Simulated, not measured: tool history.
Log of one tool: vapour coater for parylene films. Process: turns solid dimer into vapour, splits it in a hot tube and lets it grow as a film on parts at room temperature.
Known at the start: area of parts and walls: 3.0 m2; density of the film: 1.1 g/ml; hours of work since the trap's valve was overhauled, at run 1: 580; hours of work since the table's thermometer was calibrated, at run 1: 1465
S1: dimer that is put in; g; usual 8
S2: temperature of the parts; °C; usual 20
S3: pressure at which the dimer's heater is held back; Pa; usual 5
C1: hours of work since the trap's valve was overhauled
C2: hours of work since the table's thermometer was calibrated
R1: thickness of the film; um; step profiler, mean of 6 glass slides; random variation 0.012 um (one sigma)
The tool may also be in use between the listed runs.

run	hour	S1	S2	S3	C1	C2	R1
1	0	8	20	5	580	1465	1.15
2	82.2	8	20	5	647	1532	1.13
# hour 134.6: trap's valve overhauled
3	167.8	8	20	5	27	1598	1.2
4	239.6	8	20	5	85	1656	1.2
5	283.4	8	20	5	121	1692	1.18
6	371.3	8	20	5	192	1763	1.18
7	456.2	5	20	5	261	1832	0.73
8	511.9	5	20	5	306	1877	0.72
9	566.2	5	20	5	351	1922	0.71
10	645.2	8	15	4.08	415	1986	1.48
# hour 668.6: table's thermometer calibrated
11	711.2	8	15	4.08	467	35	1.55
12	775.8	8	15	4.08	520	87	1.54
13	824.9	8	15	4.08	560	127	1.53
14	870.1	5	20	5	597	164	0.75
15	909.6	5	20	5	629	196	0.73
# hour 987.8: trap's valve overhauled
16	993.1	4	27	3.71	4	260	0.53
17	1032.1	11	20	2.8	36	292	1.96

Forecast each of these 3 alternatives for the next run:
A	1075.6	10	20	8.6	71	327	?
B	1075.6	5	17	5.1	71	327	?
C	1075.6	11	20	4.73	71	327	?

run	R1
A	1.34
B	0.85
C	1.71
Without the tool's hidden state the same runs would have given:
run	R1
A	1.38
B	0.87
C	1.75
